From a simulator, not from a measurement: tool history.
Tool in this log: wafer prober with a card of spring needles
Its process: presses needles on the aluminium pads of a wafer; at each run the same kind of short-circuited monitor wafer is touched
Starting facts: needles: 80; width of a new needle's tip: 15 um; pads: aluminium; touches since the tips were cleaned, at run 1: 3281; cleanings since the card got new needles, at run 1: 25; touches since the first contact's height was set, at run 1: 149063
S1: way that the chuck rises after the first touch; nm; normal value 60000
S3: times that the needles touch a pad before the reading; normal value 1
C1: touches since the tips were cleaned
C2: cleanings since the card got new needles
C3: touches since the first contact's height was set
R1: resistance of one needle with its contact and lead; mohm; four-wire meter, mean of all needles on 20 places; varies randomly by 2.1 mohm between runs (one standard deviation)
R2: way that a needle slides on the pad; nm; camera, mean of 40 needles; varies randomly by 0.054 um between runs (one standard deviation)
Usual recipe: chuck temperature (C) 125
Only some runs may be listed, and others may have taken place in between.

Run 1, hour 0: usual settings; C1 3281; C2 25; C3 149063. Result: R1 324 mohm, R2 11820 nm.
At hour 5.4: tips cleaned on abrasive film.
Run 2, hour 8.2: usual settings; C1 864; C2 26; C3 151539. Result: R1 275 mohm, R2 11930 nm.
Run 3, hour 19.4: usual settings but chuck temperature (C) 31; C1 4274; C2 26; C3 154949. Result: R1 351 mohm, R2 11750 nm.
At hour 22.1: tips cleaned on abrasive film.
At hour 26.7: height of the first contact set anew.
Run 4, hour 29.2: usual settings but chuck temperature (C) 43; C1 2085; C2 27; C3 784. Result: R1 298 mohm, R2 12120 nm.
Run 5, hour 37.3: usual settings but chuck temperature (C) 43; C1 4554; C2 27; C3 3253. Result: R1 337 mohm, R2 12170 nm.
At hour 38.6: tips cleaned on abrasive film.
Run 6, hour 44.7: usual settings but chuck temperature (C) 43; C1 1865; C2 28; C3 5473. Result: R1 295 mohm, R2 12130 nm.
Run 7, hour 53.1: usual settings but chuck temperature (C) 43; C1 4413; C2 28; C3 8021. Result: R1 341 mohm, R2 12120 nm.
At hour 55: tips cleaned on abrasive film.
Run 8, hour 65.9: usual settings but chuck temperature (C) 43; C1 3310; C2 29; C3 11895. Result: R1 319 mohm, R2 12080 nm.
At hour 71.5: tips cleaned on abrasive film.
Run 9, hour 76.3: usual settings but S1 43000 nm, chuck temperature (C) 43; C1 1460; C2 30; C3 15044. Result: R1 348 mohm, R2 8730 nm.
Run 10, hour 87.1: usual settings but S1 43000 nm, chuck temperature (C) 43; C1 4740; C2 30; C3 18324. Result: R1 469 mohm, R2 8650 nm.
At hour 88.2: tips cleaned on abrasive film.
Run 11, hour 96.1: usual settings but S1 43000 nm, chuck temperature (C) 43; C1 2410; C2 31; C3 21045. Result: R1 388 mohm, R2 8650 nm.
At hour 104.3: tips cleaned on abrasive film.
Run 12, hour 108.5: usual settings but S1 61000 nm; C1 1280; C2 32; C3 24798. Result: R1 284 mohm, R2 12350 nm.
Run 13, hour 120.1: usual settings but S1 49000 nm; C1 4808; C2 32; C3 28326. Result: R1 409 mohm, R2 9880 nm.
At hour 121.2: tips cleaned on abrasive film.
Run 14, hour 134.1: usual settings but S1 49000 nm; C1 3938; C2 33; C3 32575. Result: R1 392 mohm, R2 9840 nm.
At hour 137.7: tips cleaned on abrasive film.
Run 15, hour 141: usual settings but chuck temperature (C) 63; C1 1000; C2 34; C3 34646. Result: R1 269 mohm, R2 12180 nm.
Run 16, hour 151.1: usual settings but chuck temperature (C) 63; C1 4080; C2 34; C3 37726. Result: R1 345 mohm, R2 12130 nm.
At hour 153.7: tips cleaned on abrasive film.
Run 17, hour 160: usual settings but S1 53000 nm, chuck temperature (C) 87, S3 3; C1 1939; C2 35; C3 40411. Result: R1 261 mohm, R2 10640 nm.
At hour 169.7: tips cleaned on abrasive film.
Run 18, hour 172.7: usual settings but S1 53000 nm, chuck temperature (C) 87, S3 3; C1 924; C2 36; C3 44252. Result: R1 242 mohm, R2 10530 nm.
Run 19, hour 184.5: usual settings but S1 71000 nm, chuck temperature (C) 117, S3 2; C1 4492; C2 36; C3 47820. Result: R1 277 mohm, R2 14310 nm.
At hour 185.7: tips cleaned on abrasive film.
Run 20, hour 195.6: usual settings but S1 71000 nm, chuck temperature (C) 117, S3 2; C1 3038; C2 37; C3 51195. Result: R1 267 mohm, R2 14240 nm.
At hour 201.8: tips cleaned on abrasive film.
Run 21, hour 206: usual settings but S1 73000 nm, chuck temperature (C) 82, S3 2; C1 1285; C2 38; C3 54327. Result: R1 242 mohm, R2 14660 nm.
Run 22, hour 213.1: usual settings but S1 67000 nm, chuck temperature (C) 85; C1 3439; C2 38; C3 56481. Result: R1 309 mohm, R2 13410 nm.
At hour 217.8: tips cleaned on abrasive film.
Run 23, hour 227.2: usual settings but S3 2; C1 2862; C2 39; C3 60750. Result: R1 283 mohm, R2 11870 nm.
At hour 233.9: tips cleaned on abrasive film.
Run 24, hour 240.6: usual settings but S3 2; C1 2024; C2 40; C3 64799. Result: R1 277 mohm, R2 11890 nm.
At hour 250.5: tips cleaned on abrasive film.
Run 25, hour 254: usual settings but S3 2; C1 1064; C2 41; C3 68873. Result: R1 262 mohm, R2 11920 nm.
Run 26, hour 261.7: usual settings but S1 66000 nm; C1 3408; C2 41; C3 71217. Result: R1 320 mohm, R2 13210 nm.
At hour 267.4: tips cleaned on abrasive film.
Run 27, hour 274.4: usual settings but S1 66000 nm; C1 2143; C2 42; C3 75066. Result: R1 297 mohm, R2 13260 nm.
Run 28, hour 281.5: usual settings but S1 66000 nm; C1 4285; C2 42; C3 77208. Result: R1 331 mohm, R2 13260 nm.
At hour 283.4: tips cleaned on abrasive film.
Run 29, hour 294.7: usual settings but S1 66000 nm; C1 3422; C2 43; C3 81202. Result: R1 318 mohm, R2 13130 nm.
At hour 299.5: tips cleaned on abrasive film.
Run 30, hour 305.8: usual settings but chuck temperature (C) 39; C1 1920; C2 44; C3 84573. Result: R1 296 mohm, R2 11880 nm.
Run 31, hour 313.3: usual settings but S1 77000 nm, chuck temperature (C) 40, S3 3; C1 4187; C2 44; C3 86840. Result: R1 238 mohm, R2 15420 nm.

Branching from run 31: 3 alternative next runs. What would each branch give?
At hour 315.5: tips cleaned on abrasive film.
Run A, hour 319.4: usual settings but S1 68000 nm, chuck temperature (C) 32; C1 1202; C2 45; C3 88691. Result: R1 ?, R2 ?.
At hour 315.5: tips cleaned on abrasive film.
Run B, hour 319.4: usual settings but S3 2; C1 1202; C2 45; C3 88691. Result: R1 ?, R2 ?.
At hour 315.5: tips cleaned on abrasive film.
Run C, hour 319.4: usual settings but S1 58000 nm; C1 1202; C2 45; C3 88691. Result: R1 ?, R2 ?.

run   R1     R2
  A  265  13520
  B  266  11850
  C  301  11490
Without the tool's hidden state the same runs would have given:
run   R1     R2
  A  208  13750
  B  228  12080
  C  233  11720
